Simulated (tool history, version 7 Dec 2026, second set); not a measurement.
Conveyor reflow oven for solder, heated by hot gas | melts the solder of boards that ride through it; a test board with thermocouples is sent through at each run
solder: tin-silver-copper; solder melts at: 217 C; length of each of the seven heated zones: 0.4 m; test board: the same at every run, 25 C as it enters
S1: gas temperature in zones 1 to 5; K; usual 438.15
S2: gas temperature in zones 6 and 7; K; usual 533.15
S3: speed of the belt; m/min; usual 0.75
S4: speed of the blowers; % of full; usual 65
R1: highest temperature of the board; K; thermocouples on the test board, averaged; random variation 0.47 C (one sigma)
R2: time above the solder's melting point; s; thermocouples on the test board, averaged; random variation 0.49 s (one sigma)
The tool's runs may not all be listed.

run,day,S1,S2,S3,S4,R1,R2
1,0,438.15,533.15,0.75,65,518.05,43.5
2,1.029,438.15,533.15,0.75,53,515.25,39.6
3,2.229,438.15,533.15,0.75,53,515.95,39.9
4,3.621,438.15,533.15,0.75,53,515.35,40.5
5,4.279,427.15,533.15,0.75,65,516.85,38.9
6,5.108,427.15,533.15,0.75,65,518.15,39.8
7,6.288,427.15,533.15,0.75,65,516.85,39.8
8,7.621,427.15,533.15,0.75,65,516.85,38.7
9,8.45,427.15,533.15,0.75,65,515.95,39.6
10,9.158,427.15,533.15,0.75,65,516.85,40.1
11,10.238,427.15,533.15,0.893,65,510.85,27.1
12,11.1,427.15,533.15,0.893,65,511.75,26.7
13,12.154,438.15,533.15,0.878,65,513.75,31.8
14,13.438,438.15,533.15,0.878,65,513.35,31.9
15,14.617,438.15,533.15,0.878,65,513.15,31
16,16.017,438.15,533.15,0.878,65,513.05,32
17,16.85,438.15,533.15,0.878,65,513.85,32.5
18,18.171,435.15,523.15,0.747,54,505.55,29.7
19,18.962,435.15,523.15,0.747,54,506.05,29.9
20,20.317,435.15,527.15,0.747,54,508.95,33.2
21,21.492,435.15,527.15,0.747,54,508.55,33.3
22,22.404,431.15,539.15,0.872,90,522.85,39.7
23,23.921,431.15,539.15,0.872,90,522.75,39.2
24,25.296,432.15,545.15,0.671,74,532.85,59.2
25,26.667,432.15,545.15,0.671,74,532.25,57.1
26,27.725,432.15,545.15,0.671,74,531.85,58.2
27,29.183,423.15,533.15,0.606,65,521.05,54.5
28,30.329,445.15,533.15,0.715,85,522.45,52.2
29,31.925,428.15,533.15,0.611,65,520.85,55.8
30,33.004,441.15,539.15,0.75,53,518.55,42.2
31,34.171,447.15,539.15,0.773,53,519.95,42.4

Taken out of this log: 2 entries between the listed runs. Where each belongs, and how the hidden state differs across it:
Between runs 21 and 22: flux residue cleaned out of gas plates and filters (day 21.938)
  heat that the gas passes to the board, % of a clean oven's: 93.7 -> 99.1; belt's true speed, % of the reading: 96.98 -> 96.95; true gas temperature in zones 6 and 7 over the reading, C: -3.72 -> -3.76
  measured less the result without the state, R1: -3.4 -> -2.9 K; R2: -2.2 -> +0 s
Between runs 29 and 30: belt drive overhauled, speed set with a stopwatch (day 32.692)
  heat that the gas passes to the board, % of a clean oven's: 96.9 -> 96.7; belt's true speed, % of the reading: 96.54 -> 100.12; true gas temperature in zones 6 and 7 over the reading, C: -4.37 -> -4.42
  measured less the result without the state, R1: -3.8 -> -4.5 K; R2: -0.5 -> -3.2 s

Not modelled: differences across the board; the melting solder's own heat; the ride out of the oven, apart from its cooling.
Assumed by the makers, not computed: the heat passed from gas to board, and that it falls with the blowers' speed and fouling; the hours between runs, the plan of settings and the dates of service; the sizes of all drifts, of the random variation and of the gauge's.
